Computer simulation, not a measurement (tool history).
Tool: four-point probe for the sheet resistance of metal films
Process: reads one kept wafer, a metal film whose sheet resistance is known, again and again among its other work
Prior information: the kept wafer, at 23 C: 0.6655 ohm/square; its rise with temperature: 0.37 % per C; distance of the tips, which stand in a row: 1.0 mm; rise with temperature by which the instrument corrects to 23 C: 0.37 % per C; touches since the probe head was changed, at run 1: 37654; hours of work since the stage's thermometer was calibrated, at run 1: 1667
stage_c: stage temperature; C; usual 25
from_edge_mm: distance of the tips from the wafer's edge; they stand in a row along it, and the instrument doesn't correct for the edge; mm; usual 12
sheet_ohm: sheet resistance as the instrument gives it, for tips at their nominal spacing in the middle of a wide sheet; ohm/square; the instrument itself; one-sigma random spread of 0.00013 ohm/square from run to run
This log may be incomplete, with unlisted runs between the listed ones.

run   hour  stage_c  from_edge_mm  touches since the probe head was changed  hours of work since the stage's thermometer was calibrated  sheet_ohm
  1    0.0       25            12                                     37654                                                        1667   0.672677
  2   17.6       25            12                                     38480                                                        1681   0.672448
  3   46.7       34            12                                     39849                                                        1704   0.672914
  4   80.5       34            12                                     41444                                                        1730   0.672870
  5  117.0       28            12                                     43158                                                        1759   0.672477
  6  148.2       28            12                                     44626                                                        1783   0.672522
  7  166.2       28            19                                     45477                                                        1797   0.670905
  8  190.3       25             4                                     46607                                                        1816   0.691814
     194.0  -- stage's thermometer calibrated
  9  225.7       33             3                                     48253                                                          25   0.708003
 10  244.7       22            12                                     49144                                                          40   0.672337
 11  282.1       22            10                                     50906                                                          69   0.673409
 12  320.8       22            56                                     52728                                                          99   0.669950
     337.0  -- stage's thermometer calibrated, once more
 13  350.5       28            39                                     54100                                                          10   0.669997
 14  377.9       28            39                                     55389                                                          32   0.669556

Hidden state or all else? Some run-to-run changes of sheet_ohm, split into what the settings, what came in and random variation would give without the hidden state, and what is left for the hidden state (with any gauge scatter that isn't in both results):
Unlogged tool condition in this case: inner tips' distance over the nominal, %; tips' flats over new ones', %; wafer's true temperature over the reading, C; drift of the gauge itself on sheet_ohm, %.
Run 9 -> 10: stage_c 33 -> 22, from_edge_mm 3 -> 12. sheet_ohm -0.035666 ohm/square: hidden state -0.000200, all else -0.035466.
Run 12 -> 13: stage_c 22 -> 28, from_edge_mm 56 -> 39, stage's thermometer calibrated, once more. sheet_ohm +0.000047 ohm/square: hidden state -0.000649, all else +0.000696.
